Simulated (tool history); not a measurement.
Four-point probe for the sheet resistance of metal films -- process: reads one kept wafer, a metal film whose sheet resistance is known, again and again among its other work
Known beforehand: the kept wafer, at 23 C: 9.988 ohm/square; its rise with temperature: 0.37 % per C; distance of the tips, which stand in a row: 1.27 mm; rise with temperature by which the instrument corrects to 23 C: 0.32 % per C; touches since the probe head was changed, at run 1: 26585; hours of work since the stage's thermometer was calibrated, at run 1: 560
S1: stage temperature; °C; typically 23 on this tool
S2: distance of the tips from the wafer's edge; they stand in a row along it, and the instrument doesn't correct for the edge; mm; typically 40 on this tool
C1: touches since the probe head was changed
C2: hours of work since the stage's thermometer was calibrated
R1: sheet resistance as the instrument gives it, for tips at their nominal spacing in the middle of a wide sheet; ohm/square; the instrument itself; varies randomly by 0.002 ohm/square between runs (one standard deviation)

run,hour,S1,S2,C1,C2,R1
1,0,23,40,26585,560,10.007752
2,59,23,59,27374,592,10.008958
3,99.4,23,59,27915,613,10.006962
4,156.9,20,59,28684,643,9.989087
5,199.8,20,59,29257,666,9.987965
6,232.7,20,59,29698,683,9.986366
7,283,20,59,30371,709,9.988997
8,313.9,20,59,30784,726,9.989219
9,365.6,29,59,31475,753,10.03716
10,395.6,34,40,31878,769,10.060616
11,437.7,21,40,32441,791,9.991274
12,478.8,23,40,32990,813,10.005007
13,527.9,25,40,33646,838,10.013707
14,574.4,23,40,34269,863,10.004193
15,607.9,22,40,34717,881,9.996878
16,662.5,23,6,35448,909,10.23424
17,700.1,23,7,35950,929,10.172841
18,735.3,23,7,36421,948,10.168985
19,761.7,23,7,36775,962,10.169082
20,815.7,23,40,37497,990,9.999681
21,854.9,23,40,38021,1011,9.999224
22,882.8,23,4,38394,1025,10.508602
23,935.9,23,4,39105,1053,10.50325
24,963.4,34,6,39473,1068,10.283017
25,997.5,23,62,39928,1086,9.993019
26,1047.2,27,10,40594,1112,10.100181
27,1104.6,30,53,41361,1142,10.025813
28,1142.7,24,40,41872,1162,10.000912
29,1174.6,19,51,42298,1179,9.972058
30,1215.9,29,9,42850,1201,10.127486
31,1264,20,34,43494,1226,9.976975
32,1297.4,20,34,43941,1244,9.980512
# hour 1312.9: stage's thermometer calibrated
33,1339.5,18,55,44498,14,9.967366
34,1390.4,18,55,45178,41,9.969079
35,1438,18,55,45814,66,9.968563
36,1468.8,18,55,46228,82,9.966254
37,1500,26,10,46645,99,10.096026
38,1551.4,23,25,47332,126,10.005464
39,1590.6,23,25,47856,146,10.000434
40,1635.5,23,18,48457,170,10.014378
41,1689,18,3,49173,198,10.824355
42,1727.7,25,22,49691,218,10.01485
43,1752,24,17,50015,231,10.022886
44,1788.7,24,17,50506,250,10.021972
45,1821.9,26,4,50951,268,10.514163
46,1867.4,20,7,51559,292,10.141594

Here are 3 independent what-if runs from the current tool condition. What would each one return?
A,1894.3,24,20,51919,306,?
B,1894.3,31,43,51919,306,?
C,1894.3,24,26,51919,306,?

run,R1
A,10.008551
B,10.02948
C,10.003041
With the hidden condition removed and each run's random variation left untouched, the same runs would have given:
run,R1
A,10.011889
B,10.032788
C,10.006378
